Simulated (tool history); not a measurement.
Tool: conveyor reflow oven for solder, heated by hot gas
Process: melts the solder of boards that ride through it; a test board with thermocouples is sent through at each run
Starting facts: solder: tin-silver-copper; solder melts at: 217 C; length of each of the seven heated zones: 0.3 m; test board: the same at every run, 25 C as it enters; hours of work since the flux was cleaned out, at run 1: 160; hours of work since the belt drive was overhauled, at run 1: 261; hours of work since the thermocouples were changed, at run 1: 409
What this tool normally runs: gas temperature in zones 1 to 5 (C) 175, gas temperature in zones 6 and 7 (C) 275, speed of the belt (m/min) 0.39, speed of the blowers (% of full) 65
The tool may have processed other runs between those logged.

| run | hour | gas temperature in zones 1 to 5 (C) | gas temperature in zones 6 and 7 (C) | speed of the belt (m/min) | speed of the blowers (% of full) | hours of work since the flux was cleaned out | hours of work since the belt drive was overhauled | hours of work since the thermocouples were changed | highest temperature of the board (C) | time above the solder's melting point (s) |
|---|---|---|---|---|---|---|---|---|---|---|
| 1 | 0 | 175 | 275 | 0.39 | 65 | 160 | 261 | 409 | 257.3 | 73.5 |
| 2 | 21.7 | 175 | 275 | 0.39 | 65 | 176 | 277 | 425 | 258.1 | 73.5 |
| 3 | 41.9 | 175 | 275 | 0.39 | 65 | 191 | 292 | 440 | 258.4 | 72.8 |
| 4 | 58.4 | 164 | 275 | 0.39 | 65 | 203 | 304 | 452 | 256.3 | 67.7 |
| 5 | 73.8 | 164 | 275 | 0.39 | 65 | 215 | 315 | 464 | 255.3 | 67.6 |
| 6 | 91.5 | 175 | 275 | 0.39 | 65 | 228 | 328 | 477 | 258.1 | 73.6 |
| 7 | 106.3 | 175 | 275 | 0.39 | 65 | 239 | 339 | 488 | 256.9 | 72.3 |
| 8 | 122.4 | 175 | 275 | 0.39 | 65 | 251 | 351 | 500 | 257.1 | 73.3 |
| 9 | 137 | 184 | 272 | 0.394 | 61 | 261 | 362 | 510 | 254.1 | 74.9 |
| 10 | 153.5 | 184 | 272 | 0.394 | 61 | 274 | 374 | 523 | 254.8 | 74.8 |
| 11 | 173.4 | 184 | 272 | 0.394 | 61 | 288 | 389 | 537 | 254.4 | 74.1 |
|  | 188.5 | thermocouples of zones 6 and 7 changed |
| 12 | 191.7 | 175 | 275 | 0.39 | 76 | 300 | 401 | 2 | 259.9 | 75.7 |
| 13 | 202.7 | 165 | 285 | 0.352 | 84 | 308 | 409 | 10 | 271.3 | 87.3 |
| 14 | 218.2 | 179 | 278 | 0.348 | 86 | 320 | 420 | 22 | 266.9 | 91.7 |
| 15 | 228.4 | 179 | 278 | 0.393 | 88 | 327 | 428 | 29 | 264.3 | 79.5 |
| 16 | 237.4 | 179 | 278 | 0.393 | 88 | 334 | 435 | 36 | 263.8 | 79.2 |

Branching from run 16: 5 alternative next runs. What would each branch give?
| A | 250.2 | 189 | 275 | 0.39 | 65 | 344 | 444 | 46 | ? | ? |
| B | 250.2 | 175 | 275 | 0.39 | 54 | 344 | 444 | 46 | ? | ? |
| C | 250.2 | 186 | 269 | 0.378 | 88 | 344 | 444 | 46 | ? | ? |
| D | 250.2 | 175 | 276 | 0.39 | 65 | 344 | 444 | 46 | ? | ? |
| E | 250.2 | 175 | 275 | 0.39 | 68 | 344 | 444 | 46 | ? | ? |

| run | highest temperature of the board (C) | time above the solder's melting point (s) |
|---|---|---|
| A | 258.6 | 81.7 |
| B | 254.5 | 70.3 |
| C | 257 | 81.3 |
| D | 258.3 | 74 |
| E | 258.4 | 74 |
What these runs would have given with no unlogged condition in the tool:
| run | highest temperature of the board (C) | time above the solder's melting point (s) |
|---|---|---|
| A | 261.4 | 83.6 |
| B | 257.6 | 73.1 |
| C | 259.7 | 83.3 |
| D | 261.5 | 76.5 |
| E | 261.6 | 76.6 |

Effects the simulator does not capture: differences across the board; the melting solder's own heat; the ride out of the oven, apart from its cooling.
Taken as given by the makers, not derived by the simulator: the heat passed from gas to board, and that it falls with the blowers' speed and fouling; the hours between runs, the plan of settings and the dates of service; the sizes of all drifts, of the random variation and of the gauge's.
